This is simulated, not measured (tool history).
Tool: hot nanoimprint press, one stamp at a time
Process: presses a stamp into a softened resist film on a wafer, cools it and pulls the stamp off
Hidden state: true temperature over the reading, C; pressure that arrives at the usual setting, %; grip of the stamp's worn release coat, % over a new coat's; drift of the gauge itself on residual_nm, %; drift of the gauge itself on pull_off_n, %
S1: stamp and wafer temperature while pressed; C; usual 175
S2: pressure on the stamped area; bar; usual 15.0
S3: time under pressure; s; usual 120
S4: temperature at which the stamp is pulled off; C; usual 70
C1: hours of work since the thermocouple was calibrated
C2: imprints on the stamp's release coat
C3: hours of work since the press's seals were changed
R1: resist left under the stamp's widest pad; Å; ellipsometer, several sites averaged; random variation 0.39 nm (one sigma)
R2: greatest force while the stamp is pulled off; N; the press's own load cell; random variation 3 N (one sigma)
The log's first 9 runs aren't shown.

Run 10, day 12.704: usual settings but S4 68 C; C1 63; C2 477; C3 257. Result: R1 768 Å, R2 150 N.
Run 11, day 13.625: usual settings; C1 77; C2 561; C3 271. Result: R1 758 Å, R2 142 N.
Run 12, day 14.783: usual settings but S3 159 s; C1 95; C2 665; C3 289. Result: R1 673 Å, R2 148 N.
Run 13, day 16.058: usual settings but S3 159 s; C1 115; C2 780; C3 309. Result: R1 674 Å, R2 141 N.
Run 14, day 16.933: usual settings but S2 14.2 bar; C1 129; C2 859; C3 322. Result: R1 778 Å, R2 140 N.
At day 18.833: stamp cleaned and given a new release coat.
Run 15, day 19.158: usual settings but S1 163 C; C1 159; C2 30; C3 353. Result: R1 1115 Å, R2 142 N.
Run 16, day 20.396: usual settings but S1 163 C; C1 179; C2 141; C3 372. Result: R1 1119 Å, R2 148 N.
Run 17, day 22.317: usual settings but S1 163 C, S2 13.4 bar, S3 175 s, S4 72 C; C1 209; C2 314; C3 402. Result: R1 1030 Å, R2 134 N.
Run 18, day 23.392: usual settings but S1 184 C, S2 13.4 bar, S3 236 s, S4 72 C; C1 225; C2 411; C3 419. Result: R1 433 Å, R2 129 N.
Run 19, day 24.996: usual settings but S1 181 C, S2 12.1 bar, S3 206 s; C1 250; C2 556; C3 444. Result: R1 537 Å, R2 144 N.
Run 20, day 26.642: usual settings but S2 23.1 bar, S3 235 s; C1 276; C2 704; C3 470. Result: R1 453 Å, R2 142 N.
At day 27.571: gauge calibrated.
Run 21, day 28.342: usual settings but S1 180 C, S2 21.9 bar, S4 68 C; C1 302; C2 857; C3 496. Result: R1 552 Å, R2 152 N.
Run 22, day 29.846: usual settings but S1 168 C; C1 326; C2 993; C3 520. Result: R1 973 Å, R2 146 N.
At day 30.225: stamp cleaned and given a new release coat.
Run 23, day 31.012: usual settings but S1 168 C; C1 340; C2 71; C3 534. Result: R1 975 Å, R2 143 N.
Run 24, day 31.983: usual settings but S3 201 s, S4 74 C; C1 355; C2 158; C3 549. Result: R1 615 Å, R2 126 N.
Run 25, day 32.967: usual settings but S3 201 s, S4 74 C; C1 371; C2 247; C3 564. Result: R1 620 Å, R2 126 N.
Run 26, day 34.342: usual settings but S3 201 s, S4 74 C; C1 392; C2 371; C3 586. Result: R1 612 Å, R2 126 N.
At day 35.462: plate thermocouple calibrated.
Run 27, day 35.542: usual settings but S3 201 s, S4 74 C; C1 1; C2 468; C3 602. Result: R1 622 Å, R2 127 N.
Run 28, day 36.938: usual settings but S3 201 s, S4 74 C; C1 23; C2 593; C3 624. Result: R1 617 Å, R2 125 N.
At day 37.371: press's hydraulic seals changed and the load cell set to zero.
Run 29, day 38.146: usual settings but S2 10.6 bar, S3 201 s, S4 74 C; C1 37; C2 672; C3 12. Result: R1 731 Å, R2 125 N.
Run 30, day 40.079: usual settings but S1 178 C, S2 13.8 bar, S3 201 s, S4 71 C; C1 67; C2 846; C3 42. Result: R1 576 Å, R2 143 N.

Forecast each of these 4 alternatives for the next run:
Run A, day 41.304: usual settings but S2 19.9 bar, S3 91 s; C1 86; C2 957; C3 61. Result: R1 ?, R2 ?.
Run B, day 41.304: usual settings but S1 173 C, S2 13.0 bar, S3 201 s, S4 59 C; C1 86; C2 957; C3 61. Result: R1 ?, R2 ?.
Run C, day 41.304: usual settings but S1 183 C, S2 10.1 bar, S3 201 s, S4 71 C; C1 86; C2 957; C3 61. Result: R1 ?, R2 ?.
Run D, day 41.304: usual settings but S2 14.3 bar, S3 222 s, S4 72 C; C1 86; C2 957; C3 61. Result: R1 ?, R2 ?.

run   R1   R2
  A  748  137
  B  702  181
  C  572  138
  D  602  138
Without the tool's hidden state the same runs would have given:
run   R1   R2
  A  759  136
  B  712  179
  C  580  137
  D  611  137

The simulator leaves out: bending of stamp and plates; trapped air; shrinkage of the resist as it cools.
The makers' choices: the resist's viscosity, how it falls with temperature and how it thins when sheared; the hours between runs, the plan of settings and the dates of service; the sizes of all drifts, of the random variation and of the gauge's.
